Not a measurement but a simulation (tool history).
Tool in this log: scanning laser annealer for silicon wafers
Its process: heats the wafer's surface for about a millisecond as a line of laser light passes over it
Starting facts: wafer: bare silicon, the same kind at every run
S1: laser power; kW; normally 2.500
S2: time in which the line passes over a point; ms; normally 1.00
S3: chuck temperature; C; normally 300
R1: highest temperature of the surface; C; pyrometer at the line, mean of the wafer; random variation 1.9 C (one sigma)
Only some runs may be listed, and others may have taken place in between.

run	hour	S1	S2	S3	R1
1	0.0	2.500	1.00	300	1127
2	70.8	2.500	1.00	300	1124
3	129.7	2.500	1.00	300	1127
4	165.7	2.500	1.00	300	1123
5	199.1	2.500	1.00	304	1125
6	268.6	2.500	1.00	304	1129
7	320.6	2.500	1.00	304	1123
8	386.9	2.500	1.00	304	1121
9	458.9	2.295	1.00	300	1047
10	506.1	2.295	1.00	300	1040
11	581.9	2.295	1.00	329	1070
12	648.1	2.295	1.00	329	1066
13	695.4	2.295	1.00	329	1067
14	755.3	2.295	1.00	329	1063
15	822.7	2.500	1.00	300	1105
# hour 877.2: window over the wafer cleaned
16	887.7	2.500	1.00	300	1139
17	945.6	2.500	1.00	300	1136
18	999.8	2.500	1.03	300	1143
19	1041.1	2.500	1.00	300	1129
20	1112.1	2.500	1.00	300	1128
21	1157.4	2.533	1.00	298	1137
22	1221.4	2.295	0.96	311	1046
23	1268.4	2.677	1.00	293	1181
24	1310.2	2.677	1.00	293	1186

Run 25 comes next. What will it give?
25	1347.0	2.677	1.00	293	?

R1: 1178 C
With the hidden condition absent and the run-to-run variation left alone, this run would have shown R1 1194 C.
